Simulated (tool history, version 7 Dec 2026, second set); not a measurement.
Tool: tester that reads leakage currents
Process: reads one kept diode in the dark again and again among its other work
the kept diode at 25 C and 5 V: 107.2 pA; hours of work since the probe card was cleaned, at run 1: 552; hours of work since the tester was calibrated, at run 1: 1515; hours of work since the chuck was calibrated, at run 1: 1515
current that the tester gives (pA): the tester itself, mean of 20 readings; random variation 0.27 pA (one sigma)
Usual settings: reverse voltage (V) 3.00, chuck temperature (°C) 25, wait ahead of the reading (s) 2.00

run	day	reverse voltage (V)	chuck temperature (°C)	wait ahead of the reading (s)	hours of work since the probe card was cleaned	hours of work since the tester was calibrated	hours of work since the chuck was calibrated	current that the tester gives (pA)
1	0.000	3.00	25	2.00	552	1515	1515	81.40
2	4.288	3.00	25	2.00	605	1569	1569	81.34
3	6.771	3.00	25	2.00	636	1600	1600	81.08
4	10.054	3.00	25	2.00	678	1641	1641	80.61
5	12.046	3.00	25	1.56	703	1666	1666	80.48
6	16.029	3.00	25	1.56	752	1716	1716	80.59
7	17.800	3.00	25	1.56	775	1738	1738	80.51
8	19.967	3.00	25	1.56	802	1765	1765	80.34
9	22.200	3.00	21	2.00	830	1793	1793	57.47
10	26.367	3.00	25	2.00	882	1846	1846	79.69
11	30.004	3.00	25	2.00	927	1891	1891	79.43
12	33.717	3.00	25	2.00	974	1938	1938	78.97
# day 35.429: chuck's temperature calibrated
13	36.300	3.00	25	2.00	1005	1969	11	90.39
14	38.571	3.00	25	2.00	1034	1997	39	90.06
15	40.467	3.00	25	2.00	1057	2021	63	90.06
16	43.262	3.00	25	2.00	1092	2056	98	89.90
17	47.400	3.00	25	2.00	1144	2108	150	89.66
18	49.762	3.00	25	2.00	1174	2137	180	89.28
19	52.879	3.00	25	2.00	1213	2176	219	88.87
20	56.479	3.00	25	2.00	1258	2222	264	89.23
21	59.083	3.00	25	2.00	1291	2254	296	89.43
22	62.883	3.00	24	2.26	1338	2302	344	81.71
23	66.967	3.00	24	2.26	1389	2353	395	81.51
24	70.162	2.69	29	0.30	1429	2393	435	119.47
# day 70.646: tester calibrated
25	72.375	18.71	25	0.44	1456	22	462	194.44
26	76.175	3.00	37	1.62	1503	69	509	226.53
27	80.000	3.00	37	1.62	1551	117	557	225.67
28	83.871	3.00	37	1.62	1600	166	606	225.09
29	86.988	3.00	37	1.62	1639	205	645	224.63
30	88.842	1.83	55	0.33	1662	228	668	693.70
31	90.750	6.21	34	4.51	1686	252	692	232.39
# day 92.283: tester calibrated, once more
32	94.571	3.00	34	2.00	1733	29	739	176.30
33	97.317	2.24	25	2.00	1767	63	773	76.96
34	100.583	1.08	30	2.01	1808	104	814	87.33
35	104.654	1.85	25	0.39	1859	155	865	72.21
36	106.688	4.77	23	2.00	1885	180	890	87.13
37	109.504	1.04	23	2.00	1920	216	926	48.34
38	113.004	1.04	23	2.00	1964	259	969	48.47
39	115.992	2.26	58	7.32	2001	297	1007	896.26

The same runs without the tool's hidden state, with the same run-to-run variation:
The hidden state here: stray current of the dirty probe card, pA a volt; current scale over the true one, %; true chuck temperature over the reading, C; drift of the gauge itself on leakage_pa, %.
run	current that the tester gives (pA)
1	89.76
2	89.99
3	89.89
4	89.59
5	89.53
6	89.96
7	90.01
8	89.95
9	64.33
10	89.66
11	89.63
12	89.38
13	89.67
14	89.49
15	89.61
16	89.64
17	89.71
18	89.51
19	89.33
20	89.96
21	90.37
22	82.68
23	82.72
24	122.34
25	189.32
26	233.76
27	233.71
28	233.88
29	233.99
30	725.18
31	240.83
32	185.78
33	80.82
34	93.00
35	76.43
36	90.29
37	51.66
38	51.94
39	962.04

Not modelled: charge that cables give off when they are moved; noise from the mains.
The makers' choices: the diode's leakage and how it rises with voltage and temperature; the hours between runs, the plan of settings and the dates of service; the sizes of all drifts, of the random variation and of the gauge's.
